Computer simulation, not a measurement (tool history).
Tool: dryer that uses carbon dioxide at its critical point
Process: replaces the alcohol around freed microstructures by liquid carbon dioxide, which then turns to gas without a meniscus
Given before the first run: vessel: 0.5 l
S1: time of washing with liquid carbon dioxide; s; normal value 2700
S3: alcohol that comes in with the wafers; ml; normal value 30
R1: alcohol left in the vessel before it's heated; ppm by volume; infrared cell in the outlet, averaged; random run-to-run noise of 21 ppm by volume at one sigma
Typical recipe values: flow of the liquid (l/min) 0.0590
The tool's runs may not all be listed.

run 1 hour=0.0 | S1=2700 flow_of_the_liquid_(l/min)=0.0590 S3=30 | R1=1647
run 2 hour=30.2 | S1=2700 flow_of_the_liquid_(l/min)=0.0590 S3=30 | R1=1678
run 3 hour=72.9 | S1=2700 flow_of_the_liquid_(l/min)=0.0590 S3=30 | R1=1709
run 4 hour=135.4 | S1=2700 flow_of_the_liquid_(l/min)=0.0590 S3=30 | R1=1902
run 5 hour=162.9 | S1=2700 flow_of_the_liquid_(l/min)=0.0590 S3=30 | R1=1916
run 6 hour=192.3 | S1=2700 flow_of_the_liquid_(l/min)=0.0590 S3=30 | R1=1938
run 7 hour=230.3 | S1=2700 flow_of_the_liquid_(l/min)=0.0590 S3=30 | R1=2070
run 8 hour=284.2 | S1=2700 flow_of_the_liquid_(l/min)=0.0590 S3=30 | R1=2142
run 9 hour=347.2 | S1=2700 flow_of_the_liquid_(l/min)=0.0590 S3=30 | R1=2342
run 10 hour=381.2 | S1=2700 flow_of_the_liquid_(l/min)=0.0590 S3=30 | R1=2345
run 11 hour=412.7 | S1=2700 flow_of_the_liquid_(l/min)=0.0590 S3=30 | R1=2464
run 12 hour=451.1 | S1=2700 flow_of_the_liquid_(l/min)=0.0590 S3=30 | R1=2570
run 13 hour=488.0 | S1=3840 flow_of_the_liquid_(l/min)=0.0590 S3=30 | R1=713
-- hour=503.7 inlet filter changed
run 14 hour=519.0 | S1=4260 flow_of_the_liquid_(l/min)=0.0399 S3=31 | R1=1271
run 15 hour=553.5 | S1=2700 flow_of_the_liquid_(l/min)=0.0933 S3=30 | R1=177
run 16 hour=608.6 | S1=2700 flow_of_the_liquid_(l/min)=0.0933 S3=30 | R1=187
run 17 hour=647.8 | S1=2880 flow_of_the_liquid_(l/min)=0.0532 S3=30 | R1=1897
run 18 hour=700.5 | S1=2700 flow_of_the_liquid_(l/min)=0.0759 S3=66 | R1=1233
run 19 hour=747.3 | S1=2700 flow_of_the_liquid_(l/min)=0.0759 S3=66 | R1=1306
run 20 hour=807.4 | S1=2700 flow_of_the_liquid_(l/min)=0.0591 S3=25 | R1=1554
run 21 hour=862.3 | S1=1800 flow_of_the_liquid_(l/min)=0.0590 S3=55 | R1=11336
run 22 hour=913.1 | S1=1920 flow_of_the_liquid_(l/min)=0.0351 S3=55 | R1=28417
run 23 hour=968.1 | S1=1920 flow_of_the_liquid_(l/min)=0.0351 S3=55 | R1=28695
run 24 hour=1020.7 | S1=2940 flow_of_the_liquid_(l/min)=0.0513 S3=36 | R1=3344
run 25 hour=1058.8 | S1=2940 flow_of_the_liquid_(l/min)=0.0514 S3=36 | R1=3392
run 26 hour=1089.5 | S1=1860 flow_of_the_liquid_(l/min)=0.0888 S3=59 | R1=3864

Alternative continuations, all from the tool just after run 26; predict every row:
-- hour=1128.1 purifier's bed changed
run A hour=1133.3 | S1=4020 flow_of_the_liquid_(l/min)=0.0834 S3=59 | R1=?
-- hour=1128.1 purifier's bed changed
run B hour=1133.3 | S1=1980 flow_of_the_liquid_(l/min)=0.0544 S3=33 | R1=?
-- hour=1128.1 purifier's bed changed
run C hour=1133.3 | S1=3540 flow_of_the_liquid_(l/min)=0.0888 S3=22 | R1=?
-- hour=1128.1 purifier's bed changed
run D hour=1133.3 | S1=1860 flow_of_the_liquid_(l/min)=0.0888 S3=99 | R1=?
-- hour=1128.1 purifier's bed changed
run E hour=1133.3 | S1=2220 flow_of_the_liquid_(l/min)=0.0590 S3=30 | R1=?

run=A R1=129
run=B R1=7833
run=C R1=68
run=D R1=6608
run=E R1=4432
With no hidden state in the tool, these same runs would have given:
run=A R1=39
run=B R1=5208
run=C R1=18
run=D R1=3447
run=E R1=2690
